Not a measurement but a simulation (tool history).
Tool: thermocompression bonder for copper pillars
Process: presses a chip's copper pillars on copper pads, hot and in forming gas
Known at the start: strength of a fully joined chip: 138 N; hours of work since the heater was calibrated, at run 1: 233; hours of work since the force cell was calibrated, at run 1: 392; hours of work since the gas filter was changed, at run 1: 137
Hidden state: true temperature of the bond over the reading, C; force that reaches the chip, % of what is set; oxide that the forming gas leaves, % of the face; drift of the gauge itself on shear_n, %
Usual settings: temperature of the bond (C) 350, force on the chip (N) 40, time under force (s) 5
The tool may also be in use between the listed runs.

run   hour  temperature of the bond (C)  force on the chip (N)  time under force (s)  hours of work since the heater was calibrated  hours of work since the force cell was calibrated  hours of work since the gas filter was changed  force that shears a chip off (N)
  1      0                          350                     40                     5                                            233                                                392                                             137                              63.6
  2   25.4                          350                     40                     5                                            246                                                406                                             150                              64.2
  3   49.6                          350                     40                     5                                            259                                                418                                             163                              62.6
  4   74.1                          350                     40                     5                                            272                                                431                                             176                              63.9
  5   93.4                          350                     40                     5                                            282                                                441                                             186                              63.2
  6  117.8                          350                     40                     5                                            295                                                454                                             199                              62.6
  7    129                          350                     40                     5                                            300                                                460                                             205                              62.7
  8  152.6                          350                     40                     5                                            313                                                473                                             217                              63.1
       157  -- heater calibrated with a thermocouple chip
  9  172.4                          350                     40                     5                                              8                                                482                                             227                              60.9
 10  193.6                          350                     40                     5                                             19                                                493                                             238                              61.6
 11  207.9                          350                     40                     5                                             27                                                501                                             245                              61.1
 12  229.3                          350                     49                     3                                             38                                                512                                             256                                58
 13  250.1                          378                     35                    14                                             49                                                523                                             267                              99.1
 14  267.7                          378                     35                    14                                             58                                                532                                             277                              99.1
     280.1  -- forming gas filter changed
       286  -- heater calibrated with a thermocouple chip, once more
 15    286                          378                     35                    14                                              0                                                540                                               2                             105.7
 16  305.4                          378                     35                    14                                             10                                                551                                              12                             106.2
 17  322.4                          378                     35                    14                                             19                                                560                                              21                             107.9
 18  343.5                          378                     40                     7                                             30                                                571                                              32                              96.4
 19  355.9                          339                     26                     5                                             37                                                577                                              39                              43.4
 20  368.6                          339                     59                     5                                             43                                                584                                              45                              73.9

Hidden state or all else? Some run-to-run changes of force that shears a chip off (N), split into what the settings, what came in and random variation would give without the hidden state, and what is left for the hidden state (with any gauge scatter that isn't in both results):
Run 12 -> 13: temperature of the bond (C) 350 -> 378, force on the chip (N) 49 -> 35, time under force (s) 3 -> 14. force that shears a chip off (N) +41.1: hidden state -1.1, all else +42.2.
Run 14 -> 15: forming gas filter changed, heater calibrated with a thermocouple chip, once more. force that shears a chip off (N) +6.6: hidden state +7.1, all else -0.5.
Run 18 -> 19: temperature of the bond (C) 378 -> 339, force on the chip (N) 40 -> 26, time under force (s) 7 -> 5. force that shears a chip off (N) -53: hidden state +0, all else -53.
